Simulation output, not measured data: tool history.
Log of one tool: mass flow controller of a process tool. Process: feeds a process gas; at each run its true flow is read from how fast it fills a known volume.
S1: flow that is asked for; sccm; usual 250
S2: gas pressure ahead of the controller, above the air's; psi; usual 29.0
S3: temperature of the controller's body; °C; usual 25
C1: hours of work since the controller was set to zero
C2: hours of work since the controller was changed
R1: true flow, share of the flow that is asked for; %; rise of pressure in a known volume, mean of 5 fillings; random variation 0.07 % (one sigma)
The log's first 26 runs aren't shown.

{"run": 27, "hour": 2429.2, "S1": 133, "S2": 29.0, "S3": 25, "C1": 2352, "C2": 2352, "R1": 98.72}
{"run": 28, "hour": 2517.5, "S1": 133, "S2": 29.0, "S3": 25, "C1": 2404, "C2": 2404, "R1": 98.69}
{"run": 29, "hour": 2636.1, "S1": 133, "S2": 29.0, "S3": 25, "C1": 2473, "C2": 2473, "R1": 98.8}
{"run": 30, "hour": 2749.9, "S1": 253, "S2": 21.2, "S3": 32, "C1": 2539, "C2": 2539, "R1": 99.14}
{"run": 31, "hour": 2816.9, "S1": 161, "S2": 24.4, "S3": 25, "C1": 2578, "C2": 2578, "R1": 99.04}
{"run": 32, "hour": 2938.5, "S1": 308, "S2": 28.3, "S3": 36, "C1": 2649, "C2": 2649, "R1": 98.62}
{"run": 33, "hour": 3032.1, "S1": 66, "S2": 29.0, "S3": 25, "C1": 2703, "C2": 2703, "R1": 98.57}
{"run": 34, "hour": 3161.1, "S1": 295, "S2": 37.4, "S3": 25, "C1": 2778, "C2": 2778, "R1": 98.97}
{"run": 35, "hour": 3230.5, "S1": 328, "S2": 22.0, "S3": 39, "C1": 2819, "C2": 2819, "R1": 98.76}
{"run": 36, "hour": 3304.0, "S1": 250, "S2": 31.5, "S3": 21, "C1": 2862, "C2": 2862, "R1": 99.51}
{"run": 37, "hour": 3370.2, "S1": 250, "S2": 31.5, "S3": 21, "C1": 2900, "C2": 2900, "R1": 99.49}
{"run": 38, "hour": 3477.1, "S1": 51, "S2": 24.7, "S3": 36, "C1": 2962, "C2": 2962, "R1": 97.93}
{"run": 39, "hour": 3595.7, "S1": 92, "S2": 34.4, "S3": 27, "C1": 3031, "C2": 3031, "R1": 98.26}
{"run": 40, "hour": 3698.5, "S1": 92, "S2": 34.4, "S3": 27, "C1": 3091, "C2": 3091, "R1": 98.44}
{"run": 41, "hour": 3811.1, "S1": 85, "S2": 24.7, "S3": 39, "C1": 3157, "C2": 3157, "R1": 97.73}
{"run": 42, "hour": 3904.8, "S1": 97, "S2": 20.5, "S3": 25, "C1": 3211, "C2": 3211, "R1": 99.11}
{"run": 43, "hour": 4028.2, "S1": 200, "S2": 27.6, "S3": 31, "C1": 3283, "C2": 3283, "R1": 98.73}
{"run": 44, "hour": 4090.7, "S1": 200, "S2": 27.6, "S3": 31, "C1": 3320, "C2": 3320, "R1": 98.77}
{"run": 45, "hour": 4178.8, "S1": 75, "S2": 27.6, "S3": 23, "C1": 3371, "C2": 3371, "R1": 98.96}
{"run": 46, "hour": 4244.4, "S1": 75, "S2": 27.6, "S3": 23, "C1": 3409, "C2": 3409, "R1": 98.91}
{"run": 47, "hour": 4343.1, "S1": 75, "S2": 27.6, "S3": 23, "C1": 3467, "C2": 3467, "R1": 98.92}

5 ways to go on from here, each from the tool as it stands after run 47. What would each give?
{"run": "A", "hour": 4441.4, "S1": 85, "S2": 24.9, "S3": 28, "C1": 3524, "C2": 3524, "R1": "?"}
{"run": "B", "hour": 4441.4, "S1": 440, "S2": 27.6, "S3": 23, "C1": 3524, "C2": 3524, "R1": "?"}
{"run": "C", "hour": 4441.4, "S1": 75, "S2": 34.7, "S3": 22, "C1": 3524, "C2": 3524, "R1": "?"}
{"run": "D", "hour": 4441.4, "S1": 250, "S2": 23.1, "S3": 25, "C1": 3524, "C2": 3524, "R1": "?"}
{"run": "E", "hour": 4441.4, "S1": 75, "S2": 26.3, "S3": 38, "C1": 3524, "C2": 3524, "R1": "?"}

run=A R1=98.72
run=B R1=99.89
run=C R1=98.74
run=D R1=99.46
run=E R1=97.90
Without the tool's hidden state the same runs would have given:
run=A R1=98.75
run=B R1=99.90
run=C R1=98.77
run=D R1=99.47
run=E R1=97.93
